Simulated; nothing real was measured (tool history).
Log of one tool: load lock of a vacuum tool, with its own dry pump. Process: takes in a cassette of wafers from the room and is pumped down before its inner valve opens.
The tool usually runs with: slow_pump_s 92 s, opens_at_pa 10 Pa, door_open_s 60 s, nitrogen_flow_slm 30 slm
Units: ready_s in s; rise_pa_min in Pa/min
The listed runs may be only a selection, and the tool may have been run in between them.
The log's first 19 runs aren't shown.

run	day	slow_pump_s	opens_at_pa	door_open_s	nitrogen_flow_slm	incoming humidity of the room's air, %	ready_s	rise_pa_min
20	55.017	67	10	60	21	45.5	127.2	0.047
21	58.612	85	10	60	10	49.4	142.5	0.061
22	62.321	85	10	60	10	46.7	142.2	0.059
23	65.512	80	10	60	30	44.3	138.4	0.037
24	69.371	80	10	60	30	47.4	137.9	0.037
25	73.471	80	10	60	30	43.4	138.8	0.037
26	75.675	52	9	60	30	43.7	116.1	0.038
27	79.708	52	9	60	30	44.6	115.2	0.037
28	83.462	51	13	62	13	44.8	111.3	0.054
29	86.067	64	13	62	13	41.6	123.1	0.048
30	90	64	13	62	13	48	122.4	0.058
31	94.067	64	13	62	13	45.5	123.8	0.057
32	97.112	92	18	216	26	47	144.1	0.111
33	100.096	170	13	39	5	46.6	211.9	0.049
34	103.583	92	10	192	26	44.3	148.8	0.093
35	107.425	92	11	60	12	46.3	147.2	0.056

4 options for the next run, each taken on its own from the tool as it stands now. Forecast them:
A	109.788	92	10	26	30	42	?	?
B	109.788	92	11	60	40	46.1	?	?
C	109.788	92	11	60	7	44.1	?	?
D	109.788	92	11	231	10	43.6	?	?

run	ready_s	rise_pa_min
A	149.4	0.024
B	147.7	0.037
C	148.6	0.058
D	147.7	0.136
Without the tool's unlogged condition, the same runs would have read:
run	ready_s	rise_pa_min
A	149.4	0.024
B	147.7	0.037
C	148.5	0.058
D	147.7	0.136
